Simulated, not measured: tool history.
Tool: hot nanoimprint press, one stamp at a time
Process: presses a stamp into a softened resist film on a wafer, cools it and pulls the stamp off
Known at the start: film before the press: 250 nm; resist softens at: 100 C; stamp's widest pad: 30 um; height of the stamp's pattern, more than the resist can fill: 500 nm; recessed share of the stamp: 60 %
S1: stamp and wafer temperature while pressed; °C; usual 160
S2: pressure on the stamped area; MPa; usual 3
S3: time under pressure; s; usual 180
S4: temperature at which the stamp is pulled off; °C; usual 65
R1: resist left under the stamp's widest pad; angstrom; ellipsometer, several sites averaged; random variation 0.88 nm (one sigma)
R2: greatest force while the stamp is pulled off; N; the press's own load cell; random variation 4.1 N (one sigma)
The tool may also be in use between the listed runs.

Run 1, hour 0: usual settings. Result: R1 1165 angstrom, R2 207 N.
Run 2, hour 29.6: usual settings. Result: R1 1181 angstrom, R2 232 N.
Run 3, hour 61.4: usual settings. Result: R1 1175 angstrom, R2 242 N.
Run 4, hour 83.3: usual settings but S1 154 °C. Result: R1 1629 angstrom, R2 240 N.
Run 5, hour 104.2: usual settings but S1 154 °C. Result: R1 1627 angstrom, R2 265 N.
Run 6, hour 137.5: usual settings but S2 3.61 MPa. Result: R1 1072 angstrom, R2 285 N.
Run 7, hour 155.9: usual settings but S3 191 s. Result: R1 1126 angstrom, R2 283 N.
Run 8, hour 189.2: usual settings but S3 191 s. Result: R1 1127 angstrom, R2 303 N.
Run 9, hour 219.8: usual settings but S4 56 °C. Result: R1 1150 angstrom, R2 332 N.
At hour 233: stamp cleaned and given a new release coat.
Run 10, hour 260: usual settings but S4 56 °C. Result: R1 1155 angstrom, R2 220 N.
Run 11, hour 290.1: usual settings but S2 2.13 MPa. Result: R1 1308 angstrom, R2 220 N.
Run 12, hour 315: usual settings but S1 166 °C, S2 4.6 MPa, S3 275 s, S4 57 °C. Result: R1 542 angstrom, R2 242 N.
Run 13, hour 335: usual settings but S1 156 °C, S2 4.33 MPa, S3 275 s, S4 57 °C. Result: R1 1074 angstrom, R2 254 N.
Run 14, hour 365.2: usual settings but S2 2.12 MPa, S4 68 °C. Result: R1 1307 angstrom, R2 251 N.
Run 15, hour 391.5: usual settings but S2 2.12 MPa, S4 68 °C. Result: R1 1310 angstrom, R2 261 N.
Run 16, hour 418.2: usual settings but S2 2.12 MPa, S4 68 °C. Result: R1 1312 angstrom, R2 272 N.
Run 17, hour 439: usual settings but S1 165 °C, S2 2.12 MPa, S4 59 °C. Result: R1 995 angstrom, R2 294 N.
Run 18, hour 470.7: usual settings but S1 165 °C, S2 2.12 MPa, S4 59 °C. Result: R1 994 angstrom, R2 320 N.
At hour 493.6: stamp cleaned and given a new release coat.
Run 19, hour 510.7: usual settings but S2 3.31 MPa. Result: R1 1099 angstrom, R2 203 N.

3 ways to go on from here, each from the tool as it stands after run 19. What would each give?
Run A, hour 544.7: usual settings but S1 167 °C, S2 3.68 MPa. Result: R1 ?, R2 ?.
Run B, hour 544.7: usual settings but S2 3.31 MPa, S3 128 s, S4 53 °C. Result: R1 ?, R2 ?.
Run C, hour 544.7: usual settings but S2 2.98 MPa, S3 233 s, S4 52 °C. Result: R1 ?, R2 ?.

run    R1   R2
  A   674  219
  B  1245  236
  C  1018  247
Without the tool's hidden state the same runs would have given:
run    R1   R2
  A   716  199
  B  1323  214
  C  1091  224

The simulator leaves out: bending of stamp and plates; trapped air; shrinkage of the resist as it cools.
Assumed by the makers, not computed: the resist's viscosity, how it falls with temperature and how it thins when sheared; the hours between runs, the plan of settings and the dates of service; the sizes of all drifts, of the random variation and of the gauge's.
